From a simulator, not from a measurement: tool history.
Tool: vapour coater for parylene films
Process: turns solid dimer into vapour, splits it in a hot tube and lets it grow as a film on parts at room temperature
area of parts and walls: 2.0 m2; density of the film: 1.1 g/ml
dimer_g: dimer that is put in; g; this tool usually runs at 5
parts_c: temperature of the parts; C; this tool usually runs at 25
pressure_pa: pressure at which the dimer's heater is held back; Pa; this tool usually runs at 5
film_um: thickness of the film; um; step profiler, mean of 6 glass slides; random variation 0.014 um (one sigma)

| run | day | dimer_g | parts_c | pressure_pa | film_um |
|---|---|---|---|---|---|
| 1 | 0 | 5 | 25 | 5 | 1.25 |
| 2 | 0.312 | 5 | 25 | 5 | 1.26 |
| 3 | 0.633 | 5 | 25 | 5 | 1.29 |
| 4 | 1.208 | 5 | 25 | 5 | 1.27 |
| 5 | 1.796 | 5 | 25 | 2.74 | 1.45 |
| 6 | 2.262 | 5 | 25 | 2.74 | 1.46 |
| 7 | 2.767 | 9 | 20 | 2.79 | 2.87 |
|  | 2.996 | trap's valve overhauled |
| 8 | 3.288 | 3 | 24 | 11.21 | 0.67 |
| 9 | 3.942 | 3 | 24 | 11.21 | 0.66 |
| 10 | 4.238 | 3 | 24 | 11.21 | 0.64 |
|  | 4.871 | trap's valve overhauled, once more |
| 11 | 5.05 | 5 | 29 | 8.24 | 1.12 |

Predict each of these 5 candidate next runs independently; none follows another, all start after run 11:
| A | 5.6 | 5 | 32 | 5 | ? |
| B | 5.6 | 8 | 31 | 2.51 | ? |
| C | 5.6 | 5 | 25 | 3.55 | ? |
| D | 5.6 | 5 | 36 | 8.24 | ? |
| E | 5.6 | 5 | 29 | 11.38 | ? |

| run | film_um |
|---|---|
| A | 1.17 |
| B | 2.16 |
| C | 1.46 |
| D | 0.96 |
| E | 1.05 |
What these runs would have given with no unlogged condition in the tool:
| run | film_um |
|---|---|
| A | 1.19 |
| B | 2.19 |
| C | 1.48 |
| D | 0.97 |
| E | 1.06 |
